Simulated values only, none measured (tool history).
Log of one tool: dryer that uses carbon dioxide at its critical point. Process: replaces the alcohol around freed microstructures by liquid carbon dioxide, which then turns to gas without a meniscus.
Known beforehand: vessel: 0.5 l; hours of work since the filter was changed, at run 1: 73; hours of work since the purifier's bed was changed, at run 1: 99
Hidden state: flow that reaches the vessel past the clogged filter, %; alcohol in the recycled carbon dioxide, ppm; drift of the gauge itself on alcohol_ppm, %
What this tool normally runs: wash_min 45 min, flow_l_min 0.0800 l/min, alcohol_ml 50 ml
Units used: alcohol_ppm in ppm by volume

run    day  wash_min  flow_l_min  alcohol_ml  hours of work since the filter was changed  hours of work since the purifier's bed was changed  alcohol_ppm
  1  0.000        45      0.0800          50                                          73                                                  99          264
  2  0.300        45      0.0800          50                                          75                                                 102          258
  3  0.979        45      0.0800          50                                          81                                                 107          260
  4  1.325        45      0.0800          50                                          83                                                 110          273
  5  1.888        45      0.0800          40                                          88                                                 114          222
  6  2.208        45      0.0800          88                                          90                                                 117          491
  7  2.667        45      0.0800          67                                          94                                                 121          372
  8  3.033        45      0.0800          67                                          97                                                 124          382
  9  3.475        45      0.0800          67                                         101                                                 127          388
 10  4.079        45      0.0927          50                                         106                                                 132          132
 11  4.396        45      0.0927          50                                         108                                                 135          133
 12  4.725        45      0.0927          50                                         111                                                 137          122
 13  5.108        45      0.0927          50                                         114                                                 140          128
 14  5.817        45      0.0927          50                                         120                                                 146          122
 15  6.521        45      0.0800          50                                         125                                                 152          313
 16  7.075        45      0.0800          50                                         130                                                 156          312
 17  7.438        45      0.0800          50                                         133                                                 159          297
 18  7.929        45      0.0800          50                                         137                                                 163          310
 19  8.500        45      0.0800          50                                         141                                                 168          332
 20  9.017        45      0.0800          50                                         146                                                 172          318
 21  9.392        45      0.0800          77                                         149                                                 175          495

Forecast run 22:
 22  10.012        36      0.0799          92                                         154                                                 180            ?

For run 22 the tool returned alcohol_ppm 1851 ppm by volume.
If the tool had no hidden condition, the same run with the same run-to-run variation would have returned alcohol_ppm 1268 ppm by volume.
